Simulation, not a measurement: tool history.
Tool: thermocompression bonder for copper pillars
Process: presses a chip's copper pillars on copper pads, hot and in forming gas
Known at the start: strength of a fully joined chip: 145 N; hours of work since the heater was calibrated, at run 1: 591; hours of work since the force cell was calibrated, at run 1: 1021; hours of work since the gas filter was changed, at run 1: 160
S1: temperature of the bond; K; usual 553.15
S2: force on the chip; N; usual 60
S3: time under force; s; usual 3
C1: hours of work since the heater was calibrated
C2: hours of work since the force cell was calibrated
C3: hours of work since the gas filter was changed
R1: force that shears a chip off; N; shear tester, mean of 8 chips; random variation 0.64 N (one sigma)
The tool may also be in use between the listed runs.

Run 1, hour 0: usual settings; C1 591; C2 1021; C3 160. Result: R1 105.4 N.
At hour 33.9: forming gas filter changed.
Run 2, hour 63.5: usual settings; C1 619; C2 1049; C3 13. Result: R1 106.9 N.
Run 3, hour 100.9: usual settings; C1 635; C2 1065; C3 30. Result: R1 107.5 N.
Run 4, hour 170.7: usual settings; C1 666; C2 1096; C3 60. Result: R1 106.7 N.
Run 5, hour 236.5: usual settings but S3 6 s; C1 695; C2 1125; C3 89. Result: R1 123.1 N.
Run 6, hour 273.9: usual settings but S1 578.15 K; C1 711; C2 1142; C3 106. Result: R1 124.6 N.
Run 7, hour 360.4: usual settings but S1 578.15 K; C1 749; C2 1180; C3 144. Result: R1 124.5 N.
Run 8, hour 415.7: usual settings but S1 578.15 K; C1 774; C2 1204; C3 168. Result: R1 124.8 N.
At hour 426.6: forming gas filter changed.
Run 9, hour 503: usual settings but S1 578.15 K; C1 812; C2 1242; C3 34. Result: R1 128 N.
Run 10, hour 565.2: usual settings but S1 578.15 K; C1 839; C2 1270; C3 61. Result: R1 127.3 N.
Run 11, hour 642.1: usual settings; C1 873; C2 1303; C3 95. Result: R1 108 N.
Run 12, hour 702.9: usual settings but S2 89 N; C1 900; C2 1330; C3 122. Result: R1 120.4 N.
Run 13, hour 771.4: usual settings; C1 930; C2 1360; C3 152. Result: R1 108.4 N.
At hour 825.5: forming gas filter changed.
Run 14, hour 828.5: usual settings; C1 955; C2 1385; C3 1. Result: R1 109.5 N.
Run 15, hour 917.6: usual settings but S2 52 N; C1 994; C2 1424; C3 41. Result: R1 106.2 N.
Run 16, hour 964.9: usual settings but S2 47 N, S3 5 s; C1 1015; C2 1445; C3 61. Result: R1 114.4 N.
Run 17, hour 1038.6: usual settings but S1 555.15 K, S2 66 N; C1 1047; C2 1478; C3 94. Result: R1 114.7 N.
Run 18, hour 1079.2: usual settings; C1 1065; C2 1496; C3 112. Result: R1 110.5 N.
Run 19, hour 1159: usual settings but S3 2 s; C1 1100; C2 1531; C3 147. Result: R1 100.4 N.
At hour 1219.5: forming gas filter changed.
Run 20, hour 1242.9: usual settings but S3 2 s; C1 1137; C2 1567; C3 10. Result: R1 101.6 N.

Forecast run 21:
Run 21, hour 1300.9: usual settings but S3 2 s; C1 1163; C2 1593; C3 36. Result: R1 ?.

Run 21 gave R1 102.1 N.
Without the tool's hidden state the same run would have given R1 91.5 N.
